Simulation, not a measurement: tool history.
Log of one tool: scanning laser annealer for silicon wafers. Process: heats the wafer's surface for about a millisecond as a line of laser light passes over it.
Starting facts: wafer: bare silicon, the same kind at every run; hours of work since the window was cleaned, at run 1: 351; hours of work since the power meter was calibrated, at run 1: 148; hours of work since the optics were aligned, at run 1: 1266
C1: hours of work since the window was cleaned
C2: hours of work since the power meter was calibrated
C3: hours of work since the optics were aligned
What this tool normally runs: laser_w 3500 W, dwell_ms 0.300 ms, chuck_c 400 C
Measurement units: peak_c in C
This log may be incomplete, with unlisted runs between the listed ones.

{"run": 1, "hour": 0.0, "laser_w": 3500, "dwell_ms": 0.3, "chuck_c": 400, "C1": 351, "C2": 148, "C3": 1266, "peak_c": 1199}
{"run": 2, "hour": 12.8, "laser_w": 3500, "dwell_ms": 0.3, "chuck_c": 434, "C1": 359, "C2": 155, "C3": 1273, "peak_c": 1234}
{"run": 3, "hour": 25.3, "laser_w": 3500, "dwell_ms": 0.3, "chuck_c": 434, "C1": 366, "C2": 162, "C3": 1280, "peak_c": 1234}
{"run": 4, "hour": 34.8, "laser_w": 3500, "dwell_ms": 0.3, "chuck_c": 431, "C1": 371, "C2": 168, "C3": 1286, "peak_c": 1231}
{"run": 5, "hour": 46.3, "laser_w": 3500, "dwell_ms": 0.352, "chuck_c": 431, "C1": 378, "C2": 174, "C3": 1292, "peak_c": 1304}
{"run": 6, "hour": 56.0, "laser_w": 3500, "dwell_ms": 0.3, "chuck_c": 400, "C1": 383, "C2": 180, "C3": 1298, "peak_c": 1199}
{"run": 7, "hour": 67.6, "laser_w": 3369, "dwell_ms": 0.3, "chuck_c": 400, "C1": 390, "C2": 187, "C3": 1305, "peak_c": 1166}
{"run": 8, "hour": 85.1, "laser_w": 3369, "dwell_ms": 0.3, "chuck_c": 400, "C1": 400, "C2": 197, "C3": 1315, "peak_c": 1169}
{"run": 9, "hour": 94.6, "laser_w": 3369, "dwell_ms": 0.3, "chuck_c": 400, "C1": 405, "C2": 202, "C3": 1320, "peak_c": 1169}
{"run": 10, "hour": 102.7, "laser_w": 3369, "dwell_ms": 0.3, "chuck_c": 400, "C1": 410, "C2": 207, "C3": 1325, "peak_c": 1170}
{"run": 11, "hour": 114.4, "laser_w": 3369, "dwell_ms": 0.3, "chuck_c": 400, "C1": 416, "C2": 213, "C3": 1331, "peak_c": 1169}
{"run": 12, "hour": 127.4, "laser_w": 3369, "dwell_ms": 0.3, "chuck_c": 400, "C1": 424, "C2": 221, "C3": 1339, "peak_c": 1168}
{"run": 13, "hour": 138.9, "laser_w": 3500, "dwell_ms": 0.3, "chuck_c": 378, "C1": 430, "C2": 227, "C3": 1345, "peak_c": 1178}
{"run": 14, "hour": 152.2, "laser_w": 3500, "dwell_ms": 0.3, "chuck_c": 378, "C1": 438, "C2": 235, "C3": 1353, "peak_c": 1178}
{"hour": 169.6, "done": "optics aligned, line set to its width"}
{"run": 15, "hour": 172.2, "laser_w": 3500, "dwell_ms": 0.3, "chuck_c": 378, "C1": 446, "C2": 243, "C3": 1, "peak_c": 1178}
{"run": 16, "hour": 183.5, "laser_w": 3500, "dwell_ms": 0.3, "chuck_c": 400, "C1": 453, "C2": 250, "C3": 8, "peak_c": 1199}
{"run": 17, "hour": 193.6, "laser_w": 3500, "dwell_ms": 0.294, "chuck_c": 400, "C1": 459, "C2": 255, "C3": 14, "peak_c": 1190}
{"run": 18, "hour": 203.7, "laser_w": 3500, "dwell_ms": 0.294, "chuck_c": 400, "C1": 464, "C2": 261, "C3": 19, "peak_c": 1195}
{"run": 19, "hour": 220.9, "laser_w": 3500, "dwell_ms": 0.294, "chuck_c": 400, "C1": 474, "C2": 271, "C3": 29, "peak_c": 1190}
{"run": 20, "hour": 232.2, "laser_w": 3500, "dwell_ms": 0.294, "chuck_c": 400, "C1": 481, "C2": 277, "C3": 36, "peak_c": 1192}
{"run": 21, "hour": 249.5, "laser_w": 3500, "dwell_ms": 0.294, "chuck_c": 400, "C1": 490, "C2": 287, "C3": 45, "peak_c": 1191}
{"run": 22, "hour": 259.5, "laser_w": 3500, "dwell_ms": 0.294, "chuck_c": 400, "C1": 496, "C2": 293, "C3": 51, "peak_c": 1189}
{"run": 23, "hour": 270.2, "laser_w": 3500, "dwell_ms": 0.294, "chuck_c": 400, "C1": 502, "C2": 299, "C3": 57, "peak_c": 1191}
{"run": 24, "hour": 285.6, "laser_w": 3500, "dwell_ms": 0.284, "chuck_c": 400, "C1": 511, "C2": 308, "C3": 66, "peak_c": 1175}
{"run": 25, "hour": 301.1, "laser_w": 3500, "dwell_ms": 0.284, "chuck_c": 400, "C1": 520, "C2": 317, "C3": 75, "peak_c": 1177}
{"run": 26, "hour": 309.2, "laser_w": 3291, "dwell_ms": 0.282, "chuck_c": 400, "C1": 524, "C2": 321, "C3": 79, "peak_c": 1124}
{"run": 27, "hour": 323.1, "laser_w": 3815, "dwell_ms": 0.371, "chuck_c": 437, "C1": 532, "C2": 329, "C3": 87, "peak_c": 1418}
{"run": 28, "hour": 339.1, "laser_w": 3815, "dwell_ms": 0.371, "chuck_c": 437, "C1": 541, "C2": 338, "C3": 96, "peak_c": 1419}
{"run": 29, "hour": 356.6, "laser_w": 3025, "dwell_ms": 0.324, "chuck_c": 429, "C1": 551, "C2": 348, "C3": 106, "peak_c": 1145}
{"run": 30, "hour": 365.0, "laser_w": 3258, "dwell_ms": 0.3, "chuck_c": 400, "C1": 556, "C2": 353, "C3": 111, "peak_c": 1144}
{"run": 31, "hour": 377.8, "laser_w": 3106, "dwell_ms": 0.359, "chuck_c": 413, "C1": 563, "C2": 360, "C3": 118, "peak_c": 1191}
{"run": 32, "hour": 386.5, "laser_w": 3500, "dwell_ms": 0.347, "chuck_c": 400, "C1": 568, "C2": 365, "C3": 123, "peak_c": 1266}
{"run": 33, "hour": 404.1, "laser_w": 3440, "dwell_ms": 0.222, "chuck_c": 393, "C1": 578, "C2": 375, "C3": 133, "peak_c": 1059}
{"run": 34, "hour": 417.9, "laser_w": 3833, "dwell_ms": 0.237, "chuck_c": 387, "C1": 586, "C2": 383, "C3": 141, "peak_c": 1159}
{"run": 35, "hour": 435.0, "laser_w": 3500, "dwell_ms": 0.351, "chuck_c": 407, "C1": 596, "C2": 393, "C3": 151, "peak_c": 1278}
{"run": 36, "hour": 451.8, "laser_w": 3500, "dwell_ms": 0.233, "chuck_c": 418, "C1": 606, "C2": 402, "C3": 161, "peak_c": 1112}
{"run": 37, "hour": 466.0, "laser_w": 3500, "dwell_ms": 0.233, "chuck_c": 418, "C1": 614, "C2": 410, "C3": 169, "peak_c": 1114}
{"run": 38, "hour": 480.6, "laser_w": 3500, "dwell_ms": 0.233, "chuck_c": 418, "C1": 622, "C2": 419, "C3": 177, "peak_c": 1111}
{"run": 39, "hour": 492.2, "laser_w": 3800, "dwell_ms": 0.322, "chuck_c": 400, "C1": 629, "C2": 425, "C3": 184, "peak_c": 1306}
{"run": 40, "hour": 501.2, "laser_w": 3456, "dwell_ms": 0.363, "chuck_c": 439, "C1": 634, "C2": 430, "C3": 189, "peak_c": 1312}
{"run": 41, "hour": 510.3, "laser_w": 3456, "dwell_ms": 0.363, "chuck_c": 439, "C1": 639, "C2": 436, "C3": 194, "peak_c": 1310}

Below are 3 alternative next runs, each starting from the tool's condition after run 41. Predict each:
{"run": "A", "hour": 526.4, "laser_w": 3132, "dwell_ms": 0.28, "chuck_c": 362, "C1": 648, "C2": 445, "C3": 203, "peak_c": "?"}
{"run": "B", "hour": 526.4, "laser_w": 3795, "dwell_ms": 0.361, "chuck_c": 419, "C1": 648, "C2": 445, "C3": 203, "peak_c": "?"}
{"run": "C", "hour": 526.4, "laser_w": 3415, "dwell_ms": 0.359, "chuck_c": 437, "C1": 648, "C2": 445, "C3": 203, "peak_c": "?"}

run=A peak_c=1051
run=B peak_c=1382
run=C peak_c=1295
Take away the tool's hidden state, keep each run's random variation, and the runs would have read:
run=A peak_c=1051
run=B peak_c=1383
run=C peak_c=1295

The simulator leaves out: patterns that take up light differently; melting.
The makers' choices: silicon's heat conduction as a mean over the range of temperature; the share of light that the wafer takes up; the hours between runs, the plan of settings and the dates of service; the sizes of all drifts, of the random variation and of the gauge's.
